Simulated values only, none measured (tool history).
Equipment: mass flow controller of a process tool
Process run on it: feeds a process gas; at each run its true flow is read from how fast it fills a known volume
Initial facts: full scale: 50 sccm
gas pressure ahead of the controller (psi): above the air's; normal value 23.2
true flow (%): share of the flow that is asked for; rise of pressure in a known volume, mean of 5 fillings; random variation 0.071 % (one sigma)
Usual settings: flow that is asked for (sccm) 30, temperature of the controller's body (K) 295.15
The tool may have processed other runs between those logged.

run	day	flow that is asked for (sccm)	gas pressure ahead of the controller (psi)	temperature of the controller's body (K)	true flow (%)
1	0	30	23.2	295.15	99.79
2	11.162	30	23.2	295.15	99.78
3	32.396	30	23.2	295.15	99.76
4	49.308	30	23.2	295.15	99.85
5	62.983	30	23.2	295.15	99.85
6	75.071	30	23.2	295.15	99.74
7	89.992	30	23.2	295.15	99.82
8	108.8	30	23.2	295.15	99.86
9	127.762	30	23.2	295.15	99.74
10	145.846	30	23.2	295.15	99.71
11	154.904	30	23.2	295.15	99.81
12	168.312	30	23.2	295.15	99.86
13	189.975	30	22.8	295.15	99.73
14	211.442	30	22.8	295.15	99.85
15	230.058	30	22.8	295.15	99.93
16	245.138	30	22.8	295.15	99.74
17	263.938	30	23.2	295.15	99.85
18	275.596	30	23.2	295.15	99.78
19	285.767	30	23.2	295.15	99.78
20	303.667	30	23.2	295.15	99.81
21	320.408	30	23.2	295.15	99.75
22	336.988	30	39.3	302.15	100.13
23	351.221	30	39.3	302.15	99.88
24	360.158	41	37.6	312.15	100.54
25	372.229	41	37.6	312.15	100.52
26	387.621	24	37.6	312.15	100.34
27	396.875	18	38.3	312.15	100.59
28	406.938	18	21.9	312.15	100.39
29	419.208	30	21	295.15	99.76
30	436.679	30	33.8	312.15	100.34
31	451.658	30	33.8	312.15	100.39
32	470.9	30	40.6	310.15	100.17
33	482.596	30	20.5	298.15	99.83
34	497.125	34	25.7	305.15	100.18
35	510.229	47	23.8	305.15	100.33
36	529.042	47	23.8	305.15	100.34
37	539.158	47	23.8	305.15	100.31
38	551.471	47	23.9	305.15	100.29
39	560.442	47	23.9	305.15	100.4
40	572.15	8	38.7	295.15	99.59
41	586.154	8	38.7	295.15	99.51
42	595.667	30	27.3	295.15	99.85

Removed from this log: 3 entries logged between the listed runs. Between which two listed runs does each belong, and how does the tool's hidden state at the listed run before it compare with that at the listed run after it?
From run 10 to run 11: controller's zero set anew (day 147.133)
  flow at rest that the sensor doesn't see, % of full scale: 0.003 -> 0
From run 15 to run 16: controller exchanged for a calibrated one (day 233.621)
  flow at rest that the sensor doesn't see, % of full scale: 0.001 -> 0; true flow over the shown one, %: 0.01 -> 0
From run 40 to run 41: controller's zero set anew (day 574.146)
  flow at rest that the sensor doesn't see, % of full scale: 0.003 -> 0
